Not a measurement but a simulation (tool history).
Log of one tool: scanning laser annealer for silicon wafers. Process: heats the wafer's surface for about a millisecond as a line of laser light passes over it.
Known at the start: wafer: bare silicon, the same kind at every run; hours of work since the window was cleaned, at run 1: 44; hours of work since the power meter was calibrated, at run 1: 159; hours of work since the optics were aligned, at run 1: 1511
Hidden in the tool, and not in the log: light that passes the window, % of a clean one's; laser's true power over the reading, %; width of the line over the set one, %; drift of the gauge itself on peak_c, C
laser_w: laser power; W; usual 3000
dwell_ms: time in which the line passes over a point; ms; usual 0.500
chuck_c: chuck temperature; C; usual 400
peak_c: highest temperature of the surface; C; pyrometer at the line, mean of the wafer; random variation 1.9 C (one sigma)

run   hour  laser_w  dwell_ms  chuck_c  hours of work since the window was cleaned  hours of work since the power meter was calibrated  hours of work since the optics were aligned  peak_c
  1    0.0     3000     0.500      400                                          44                                                 159                                         1511    1183
  2   23.7     3000     0.500      400                                          54                                                 169                                         1521    1181
  3   36.5     3000     0.500      412                                          60                                                 174                                         1526    1194
  4   62.7     3000     0.500      412                                          71                                                 185                                         1538    1193
  5   76.0     3000     0.500      412                                          77                                                 191                                         1543    1195
  6   95.2     3000     0.500      412                                          85                                                 199                                         1551    1195
      99.3  -- window over the wafer cleaned
     116.4  -- optics aligned, line set to its width
  7  119.9     3000     0.585      412                                           7                                                 207                                            1    1259
  8  142.8     3000     0.585      412                                          16                                                 216                                           11    1261
  9  166.1     3000     0.454      400                                          26                                                 226                                           21    1156
 10  177.2     3000     0.454      400                                          31                                                 231                                           26    1156

Run 11 comes next. What will it give?
 11  190.8     2766     0.454      380                                          37                                                 237                                           32       ?

{"run 11": {"peak_c": 1065}}
Without the tool's hidden state the same run would have given peak_c 1071 C.

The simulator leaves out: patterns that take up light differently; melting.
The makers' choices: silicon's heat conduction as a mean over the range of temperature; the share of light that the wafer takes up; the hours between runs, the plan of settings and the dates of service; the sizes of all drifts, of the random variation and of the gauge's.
